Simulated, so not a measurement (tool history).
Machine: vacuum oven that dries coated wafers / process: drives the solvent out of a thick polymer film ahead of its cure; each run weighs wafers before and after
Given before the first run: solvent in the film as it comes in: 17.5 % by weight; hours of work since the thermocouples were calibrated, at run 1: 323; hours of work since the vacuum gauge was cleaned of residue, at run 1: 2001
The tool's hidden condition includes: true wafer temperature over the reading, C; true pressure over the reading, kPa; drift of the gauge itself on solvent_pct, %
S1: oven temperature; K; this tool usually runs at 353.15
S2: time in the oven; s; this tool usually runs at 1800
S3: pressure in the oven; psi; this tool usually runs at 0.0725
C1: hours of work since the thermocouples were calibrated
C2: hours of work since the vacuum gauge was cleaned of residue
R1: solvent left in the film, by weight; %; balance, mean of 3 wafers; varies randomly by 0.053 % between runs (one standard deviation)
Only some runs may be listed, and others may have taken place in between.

| run | hour | S1 | S2 | S3 | C1 | C2 | R1 |
|---|---|---|---|---|---|---|---|
| 1 | 0 | 353.15 | 1800 | 0.0725 | 323 | 2001 | 2.8 |
| 2 | 91.9 | 353.15 | 1800 | 0.0725 | 386 | 2065 | 2.76 |
| 3 | 160.7 | 353.15 | 1800 | 0.0725 | 434 | 2112 | 2.81 |
| 4 | 220.5 | 353.15 | 1620 | 0.0725 | 475 | 2154 | 3.08 |
| 5 | 303.4 | 353.15 | 1680 | 0.0725 | 533 | 2211 | 2.95 |
| 6 | 347.5 | 353.15 | 1680 | 0.0725 | 563 | 2242 | 2.96 |
| 7 | 443.7 | 353.15 | 1680 | 0.0725 | 630 | 2308 | 3.03 |
| 8 | 545.8 | 353.15 | 1800 | 0.2619 | 701 | 2379 | 4.55 |
| 9 | 615.8 | 353.15 | 3060 | 0.0725 | 749 | 2428 | 2.29 |
| 10 | 677.1 | 353.15 | 1800 | 0.0725 | 792 | 2470 | 2.76 |
| 11 | 779.2 | 353.15 | 1800 | 0.0725 | 862 | 2541 | 2.89 |
| 12 | 827.2 | 353.15 | 1800 | 0.0725 | 896 | 2574 | 2.9 |
| 13 | 893.4 | 338.15 | 1800 | 0.0505 | 941 | 2620 | 6.47 |
| 14 | 997.8 | 338.15 | 1620 | 0.0748 | 1014 | 2692 | 7.34 |
| 15 | 1071 | 357.15 | 3180 | 0.2028 | 1064 | 2743 | 2.99 |
| 16 | 1169.8 | 357.15 | 3180 | 0.2028 | 1133 | 2811 | 3.13 |
|  | 1193.7 | oven's thermocouples calibrated |
| 17 | 1268.2 | 353.15 | 2760 | 0.2091 | 52 | 2878 | 4.39 |
|  | 1311.5 | vacuum gauge cleaned of residue and calibrated |
| 18 | 1366.5 | 353.15 | 2760 | 0.2091 | 119 | 38 | 2.53 |
| 19 | 1427.2 | 344.15 | 3000 | 0.1711 | 161 | 80 | 3.43 |
| 20 | 1482.3 | 344.15 | 3000 | 0.1711 | 199 | 118 | 3.41 |
| 21 | 1553.9 | 355.15 | 1800 | 0.1273 | 249 | 168 | 2.02 |

Here are 5 independent what-if runs from the current tool condition. What would each one return?
| A | 1609 | 364.15 | 1800 | 0.0725 | 287 | 206 | ? |
| B | 1609 | 355.15 | 1140 | 0.1273 | 287 | 206 | ? |
| C | 1609 | 345.15 | 2160 | 0.0891 | 287 | 206 | ? |
| D | 1609 | 345.15 | 1800 | 0.0614 | 287 | 206 | ? |
| E | 1609 | 353.15 | 1200 | 0.0957 | 287 | 206 | ? |

| run | R1 |
|---|---|
| A | 0.82 |
| B | 3.43 |
| C | 2.91 |
| D | 3.37 |
| E | 3.36 |
The same runs, with their run-to-run variation unchanged, on a tool lacking any hidden condition would have given:
| run | R1 |
|---|---|
| A | 0.73 |
| B | 3.32 |
| C | 2.74 |
| D | 3.2 |
| E | 3.24 |

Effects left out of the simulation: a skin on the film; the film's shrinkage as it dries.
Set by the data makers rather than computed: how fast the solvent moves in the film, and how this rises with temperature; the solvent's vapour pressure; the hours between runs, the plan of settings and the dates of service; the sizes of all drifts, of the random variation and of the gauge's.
